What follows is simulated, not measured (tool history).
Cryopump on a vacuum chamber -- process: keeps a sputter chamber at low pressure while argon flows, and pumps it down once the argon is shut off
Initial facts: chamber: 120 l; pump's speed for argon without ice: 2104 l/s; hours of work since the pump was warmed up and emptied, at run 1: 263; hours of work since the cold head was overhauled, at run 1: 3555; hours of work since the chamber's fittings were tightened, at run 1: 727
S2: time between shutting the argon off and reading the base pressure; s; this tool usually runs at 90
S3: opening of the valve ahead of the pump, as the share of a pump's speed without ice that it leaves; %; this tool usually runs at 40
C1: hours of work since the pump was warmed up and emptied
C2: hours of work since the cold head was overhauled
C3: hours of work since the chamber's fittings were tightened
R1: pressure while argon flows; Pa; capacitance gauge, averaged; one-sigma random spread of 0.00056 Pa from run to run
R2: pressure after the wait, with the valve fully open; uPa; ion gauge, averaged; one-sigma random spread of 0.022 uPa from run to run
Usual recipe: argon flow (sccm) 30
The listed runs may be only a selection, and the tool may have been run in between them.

Run 1, hour 0.0: usual settings; C1 263; C2 3555; C3 727. Result: R1 0.0631 Pa, R2 0.77 uPa.
Run 2, hour 94.8: usual settings; C1 331; C2 3623; C3 796. Result: R1 0.0639 Pa, R2 0.81 uPa.
Run 3, hour 156.5: usual settings; C1 376; C2 3668; C3 840. Result: R1 0.0647 Pa, R2 0.83 uPa.
Run 4, hour 231.7: usual settings; C1 430; C2 3722; C3 894. Result: R1 0.0665 Pa, R2 0.85 uPa.
Run 5, hour 285.3: usual settings; C1 468; C2 3760; C3 933. Result: R1 0.0669 Pa, R2 0.88 uPa.
At hour 345.4: pump warmed up, emptied and cooled again.
Run 6, hour 369.6: usual settings but S2 76 s; C1 17; C2 3817; C3 990. Result: R1 0.0628 Pa, R2 0.84 uPa.
Run 7, hour 460.6: usual settings but S2 76 s; C1 83; C2 3883; C3 1055. Result: R1 0.0621 Pa, R2 0.84 uPa.
Run 8, hour 583.3: usual settings but S2 76 s; C1 171; C2 3971; C3 1143. Result: R1 0.0623 Pa, R2 0.86 uPa.
Run 9, hour 642.0: usual settings but S2 76 s; C1 213; C2 4013; C3 1185. Result: R1 0.0642 Pa, R2 0.89 uPa.
Run 10, hour 707.9: usual settings; C1 261; C2 4061; C3 1233. Result: R1 0.0640 Pa, R2 0.86 uPa.
Run 11, hour 758.5: usual settings but S2 59 s; C1 297; C2 4097; C3 1269. Result: R1 0.0641 Pa, R2 1.07 uPa.
Run 12, hour 866.9: usual settings but argon flow (sccm) 15, S2 59 s; C1 375; C2 4175; C3 1347. Result: R1 0.0317 Pa, R2 1.12 uPa.
Run 13, hour 979.8: usual settings but argon flow (sccm) 15, S2 59 s; C1 456; C2 4256; C3 1428. Result: R1 0.0333 Pa, R2 1.12 uPa.
Run 14, hour 1036.0: usual settings; C1 497; C2 4297; C3 1469. Result: R1 0.0663 Pa, R2 0.99 uPa.
At hour 1056.7: pump warmed up, emptied and cooled again.
Run 15, hour 1117.2: usual settings but S3 48 %; C1 43; C2 4351; C3 1524. Result: R1 0.0506 Pa, R2 0.84 uPa.
Run 16, hour 1206.6: usual settings; C1 108; C2 4416; C3 1588. Result: R1 0.0622 Pa, R2 0.89 uPa.
Run 17, hour 1274.4: usual settings but S3 48 %; C1 157; C2 4465; C3 1637. Result: R1 0.0531 Pa, R2 0.88 uPa.
Run 18, hour 1375.1: usual settings but argon flow (sccm) 60, S2 203 s, S3 25 %; C1 229; C2 4537; C3 1709. Result: R1 0.1990 Pa, R2 0.68 uPa.
Run 19, hour 1452.2: usual settings but argon flow (sccm) 15, S3 51 %; C1 284; C2 4592; C3 1765. Result: R1 0.0253 Pa, R2 0.95 uPa.
Run 20, hour 1569.9: usual settings but argon flow (sccm) 16, S2 66 s, S3 19 %; C1 369; C2 4677; C3 1849. Result: R1 0.0699 Pa, R2 1.14 uPa.
Run 21, hour 1676.7: usual settings but argon flow (sccm) 16, S2 66 s, S3 19 %; C1 446; C2 4754; C3 1926. Result: R1 0.0710 Pa, R2 1.21 uPa.
Run 22, hour 1735.7: usual settings but argon flow (sccm) 16, S2 66 s, S3 19 %; C1 488; C2 4796; C3 1969. Result: R1 0.0713 Pa, R2 1.17 uPa.
At hour 1766.2: pump warmed up, emptied and cooled again.
Run 23, hour 1793.4: usual settings but argon flow (sccm) 16, S2 66 s, S3 19 %; C1 20; C2 4834; C3 2007. Result: R1 0.0687 Pa, R2 1.07 uPa.
Run 24, hour 1881.0: usual settings but S2 45 s, S3 16 %; C1 83; C2 4897; C3 2070. Result: R1 0.1520 Pa, R2 1.40 uPa.
Run 25, hour 1972.1: usual settings but S2 172 s, S3 23 %; C1 148; C2 4963; C3 2135. Result: R1 0.1080 Pa, R2 0.72 uPa.
At hour 2065.7: leaking fittings of the chamber tightened, without venting.
Run 26, hour 2082.6: usual settings but argon flow (sccm) 36, S2 48 s; C1 226; C2 5041; C3 12. Result: R1 0.0768 Pa, R2 0.97 uPa.
Run 27, hour 2134.9: usual settings but S2 57 s, S3 22 %; C1 264; C2 5078; C3 50. Result: R1 0.1137 Pa, R2 0.84 uPa.
Run 28, hour 2228.6: usual settings but S2 57 s, S3 22 %; C1 331; C2 5146; C3 117. Result: R1 0.1136 Pa, R2 0.90 uPa.
Run 29, hour 2279.7: usual settings but S2 57 s, S3 22 %; C1 368; C2 5183; C3 154. Result: R1 0.1145 Pa, R2 0.88 uPa.
Run 30, hour 2345.9: usual settings but argon flow (sccm) 43, S2 89 s, S3 16 %; C1 416; C2 5230; C3 202. Result: R1 0.2236 Pa, R2 0.72 uPa.
Run 31, hour 2413.4: usual settings but argon flow (sccm) 15, S2 42 s, S3 43 %; C1 464; C2 5279; C3 250. Result: R1 0.0313 Pa, R2 1.16 uPa.
At hour 2481.3: pump warmed up, emptied and cooled again.
Run 32, hour 2509.2: usual settings but argon flow (sccm) 15, S2 42 s, S3 43 %; C1 20; C2 5344; C3 315. Result: R1 0.0284 Pa, R2 1.22 uPa.
Run 33, hour 2623.7: usual settings but argon flow (sccm) 21, S2 42 s, S3 43 %; C1 102; C2 5426; C3 398. Result: R1 0.0408 Pa, R2 1.18 uPa.
Run 34, hour 2673.8: usual settings but S2 103 s; C1 138; C2 5462; C3 434. Result: R1 0.0634 Pa, R2 0.65 uPa.

Table of differences, measured result less the result of that run with no hidden state. Run-to-run variation is the same in both. Gauge scatter possibly is not:
The hidden state here: pump's speed, % of a pump's without ice; cold plate's temperature, K; leak into the chamber, uPa l/s; drift of the gauge itself on working_pa, %; drift of the gauge itself on base_upa, %.
run       R1     R2
  1  +0.0037  +0.19
  2  +0.0046  +0.21
  3  +0.0051  +0.23
  4  +0.0058  +0.25
  5  +0.0065  +0.26
  6  +0.0012  +0.20
  7  +0.0017  +0.22
  8  +0.0027  +0.24
  9  +0.0031  +0.26
 10  +0.0036  +0.27
 11  +0.0040  +0.27
 12  +0.0025  +0.31
 13  +0.0030  +0.34
 14  +0.0066  +0.36
 15  +0.0014  +0.28
 16  +0.0021  +0.30
 17  +0.0026  +0.32
 18  +0.0067  +0.34
 19  +0.0020  +0.36
 20  +0.0027  +0.39
 21  +0.0032  +0.44
 22  +0.0035  +0.44
 23  +0.0008  +0.35
 24  +0.0020  +0.37
 25  +0.0026  +0.39
 26  +0.0041  +0.05
 27  +0.0039  +0.05
 28  +0.0047  +0.07
 29  +0.0051  +0.07
 30  +0.0081  +0.09
 31  +0.0031  +0.10
 32  +0.0007  +0.08
 33  +0.0016  +0.09
 34  +0.0027  +0.11
